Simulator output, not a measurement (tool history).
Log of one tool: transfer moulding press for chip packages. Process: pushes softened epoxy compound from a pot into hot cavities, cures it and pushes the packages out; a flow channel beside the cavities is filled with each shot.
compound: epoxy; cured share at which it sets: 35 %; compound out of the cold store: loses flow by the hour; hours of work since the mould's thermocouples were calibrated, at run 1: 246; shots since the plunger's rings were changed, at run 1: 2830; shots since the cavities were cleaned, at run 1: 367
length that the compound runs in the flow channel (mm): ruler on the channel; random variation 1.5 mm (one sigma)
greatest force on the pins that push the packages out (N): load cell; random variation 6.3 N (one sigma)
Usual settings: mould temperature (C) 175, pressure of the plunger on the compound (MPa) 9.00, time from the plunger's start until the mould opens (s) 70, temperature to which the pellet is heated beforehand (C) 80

run     day  mould temperature (C)  pressure of the plunger on the compound (MPa)  time from the plunger's start until the mould opens (s)  temperature to which the pellet is heated beforehand (C)  hours of work since the mould's thermocouples were calibrated  shots since the plunger's rings were changed  shots since the cavities were cleaned  incoming compound's hours out of the cold store  length that the compound runs in the flow channel (mm)  greatest force on the pins that push the packages out (N)
  1   0.000                    175                                           9.00                                                       70                                                        80                                                            246                                          2830                                    367                                             29.1                                                     642                                                        378
  2   0.546                    175                                           9.00                                                       70                                                        80                                                            252                                          2985                                    522                                             40.6                                                     625                                                        421
      0.812  -- plunger's sealing rings changed
  3   1.150                    175                                           9.00                                                       70                                                        80                                                            257                                            96                                    664                                             39.7                                                     655                                                        422
      1.775  -- cavities cleaned with cleaning compound and waxed
  4   1.829                    175                                           9.00                                                       70                                                        80                                                            264                                           270                                     15                                             15.6                                                     694                                                        573
  5   2.725                    175                                           9.00                                                       70                                                        80                                                            275                                           525                                    270                                             32.9                                                     660                                                        529
  6   3.538                    175                                           9.00                                                       70                                                        80                                                            284                                           755                                    500                                             16.9                                                     689                                                        525
  7   4.512                    175                                           9.00                                                       70                                                        80                                                            295                                          1031                                    776                                             43.8                                                     638                                                        502
      4.796  -- cavities cleaned with cleaning compound and waxed
      4.946  -- cavities cleaned with cleaning compound and waxed, once more
  8   5.692                    175                                           9.00                                                       70                                                        80                                                            307                                          1330                                    211                                             38.8                                                     641                                                        325
  9   6.400                    175                                           9.00                                                       70                                                        80                                                            315                                          1531                                    412                                             38.8                                                     642                                                        368
 10   7.479                    175                                           9.00                                                       63                                                        80                                                            327                                          1837                                    718                                             17.0                                                     678                                                        563
      7.983  -- cavities cleaned with cleaning compound and waxed
 11   8.583                    175                                          10.58                                                       63                                                        80                                                            339                                          2131                                    169                                             14.0                                                     735                                                        406
 12   9.183                    175                                          10.58                                                       63                                                        82                                                            346                                          2302                                    340                                             31.2                                                     701                                                        434
 13   9.675                    175                                           9.00                                                       70                                                        80                                                            352                                          2442                                    480                                             41.2                                                     628                                                        391
 14  10.700                    175                                           9.00                                                       70                                                        80                                                            363                                          2731                                    769                                             12.6                                                     674                                                        432
     10.950  -- cavities cleaned with cleaning compound and waxed
 15  11.692                    175                                           9.00                                                       70                                                        80                                                            374                                          2995                                    210                                              9.4                                                     677                                                        333
     11.888  -- plunger's sealing rings changed
 16  12.596                    175                                           8.02                                                       70                                                        89                                                            383                                           202                                    438                                             30.6                                                     631                                                        382
 17  13.112                    175                                           6.82                                                       70                                                        80                                                            389                                           348                                    584                                              8.5                                                     615                                                        437
 18  13.879                    170                                           7.72                                                       50                                                        80                                                            398                                           565                                    801                                             17.0                                                     650                                                       1310
     14.033  -- cavities cleaned with cleaning compound and waxed
 19  14.654                    167                                           9.00                                                       70                                                        81                                                            406                                           767                                    176                                             44.3                                                     654                                                        509
 20  15.275                    182                                          10.34                                                       55                                                        83                                                            413                                           943                                    352                                             14.6                                                     726                                                        439
 21  15.908                    180                                          10.36                                                       55                                                        81                                                            420                                          1123                                    532                                             38.1                                                     684                                                        499
 22  16.796                    175                                          10.21                                                       73                                                        70                                                            430                                          1374                                    783                                             16.9                                                     722                                                        432
     17.021  -- cavities cleaned with cleaning compound and waxed
 23  17.512                    175                                          10.87                                                       84                                                        86                                                            438                                          1560                                    140                                              8.2                                                     762                                                        260
 24  18.479                    175                                          10.87                                                       84                                                        86                                                            449                                          1833                                    413                                             16.5                                                     744                                                        318
 25  19.062                    175                                          10.53                                                       89                                                        80                                                            455                                          1999                                    579                                             22.3                                                     716                                                        317
 26  19.879                    172                                          10.32                                                       89                                                        80                                                            465                                          2231                                    811                                             24.1                                                     709                                                        373
     20.042  -- cavities cleaned with cleaning compound and waxed
 27  20.604                    178                                           9.40                                                      104                                                        80                                                            472                                          2418                                    159                                             47.1                                                     626                                                        250
 28  21.171                    178                                           9.40                                                      104                                                        80                                                            479                                          2579                                    320                                             41.9                                                     632                                                        281

Forecast each of these 4 alternatives for the next run:
     21.642  -- mould's thermocouples calibrated
  A  22.108                    175                                          10.10                                                       71                                                        80                                                              5                                          2821                                    562                                             44.3                                                       ?                                                          ?
     21.642  -- mould's thermocouples calibrated
  B  22.108                    178                                           8.78                                                       65                                                        80                                                              5                                          2821                                    562                                             14.6                                                       ?                                                          ?
     21.642  -- mould's thermocouples calibrated
  C  22.108                    172                                           9.40                                                       70                                                        77                                                              5                                          2821                                    562                                             29.2                                                       ?                                                          ?
     21.642  -- mould's thermocouples calibrated
  D  22.108                    175                                           9.00                                                       63                                                        80                                                              5                                          2821                                    562                                             42.3                                                       ?                                                          ?

run  length that the compound runs in the flow channel (mm)  greatest force on the pins that push the packages out (N)
  A                                                     656                                                        424
  B                                                     658                                                        433
  C                                                     664                                                        506
  D                                                     622                                                        519
Without the tool's hidden state the same runs would have given:
run  length that the compound runs in the flow channel (mm)  greatest force on the pins that push the packages out (N)
  A                                                     689                                                        238
  B                                                     690                                                        240
  C                                                     696                                                        279
  D                                                     653                                                        289
